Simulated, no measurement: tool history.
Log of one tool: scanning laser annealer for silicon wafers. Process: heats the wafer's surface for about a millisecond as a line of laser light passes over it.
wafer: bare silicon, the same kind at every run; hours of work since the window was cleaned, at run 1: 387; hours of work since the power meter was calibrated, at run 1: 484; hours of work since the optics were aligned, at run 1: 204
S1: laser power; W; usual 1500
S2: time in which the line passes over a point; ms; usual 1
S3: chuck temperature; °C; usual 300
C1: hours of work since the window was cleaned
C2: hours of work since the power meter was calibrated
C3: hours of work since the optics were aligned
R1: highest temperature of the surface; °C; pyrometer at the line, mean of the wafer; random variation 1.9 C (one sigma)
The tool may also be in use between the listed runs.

run,hour,S1,S2,S3,C1,C2,C3,R1
1,0,1500,1,300,387,484,204,1061
2,22.4,1500,1,338,400,497,217,1101
3,44.6,1500,1,335,413,510,230,1095
4,68.4,1500,1.2,335,427,523,243,1173
5,109.3,1586,1.2,335,450,547,267,1235
6,150.4,1586,1.2,335,474,571,291,1232
7,186.4,1586,1.2,318,495,591,311,1210
8,223.2,1500,1,300,516,613,332,1052
9,264.2,1500,1,300,539,636,356,1048
10,301.1,1500,1,300,561,657,377,1046
11,330.7,1500,1,274,578,674,394,1022
12,358.6,1500,1,300,594,690,410,1047
13,384.3,1518,1,300,608,705,425,1054
14,417.1,1518,1,300,627,724,444,1053
15,448.1,1518,1,300,645,742,462,1051
16,474.9,1518,1,300,661,757,477,1049
17,516.1,1518,1,300,684,781,501,1050
18,549.8,1518,1,300,704,800,520,1048
19,576.3,1500,1,328,719,816,536,1064
20,596.9,1488,0.76,300,731,828,547,924
21,640.7,1488,0.76,300,756,853,573,926
22,661.3,1614,0.71,305,768,865,584,968
23,688.7,1484,1.17,305,784,880,600,1092
# hour 693: window over the wafer cleaned
24,725.3,1526,1.03,300,19,900,620,1095
25,761.8,1500,0.86,337,40,921,641,1043
26,785.6,1578,1.24,278,53,935,655,1197
27,811.3,1578,1.24,278,68,950,670,1193
28,843.6,1638,1.24,278,87,968,688,1237

Forecast each of these 3 alternatives for the next run:
A,874.3,1570,1.2,322,104,986,706,?
B,874.3,1500,1,329,104,986,706,?
C,874.3,1479,1,296,104,986,706,?

run,R1
A,1210
B,1087
C,1045
Without the tool's hidden state the same runs would have given:
run,R1
A,1242
B,1113
C,1072

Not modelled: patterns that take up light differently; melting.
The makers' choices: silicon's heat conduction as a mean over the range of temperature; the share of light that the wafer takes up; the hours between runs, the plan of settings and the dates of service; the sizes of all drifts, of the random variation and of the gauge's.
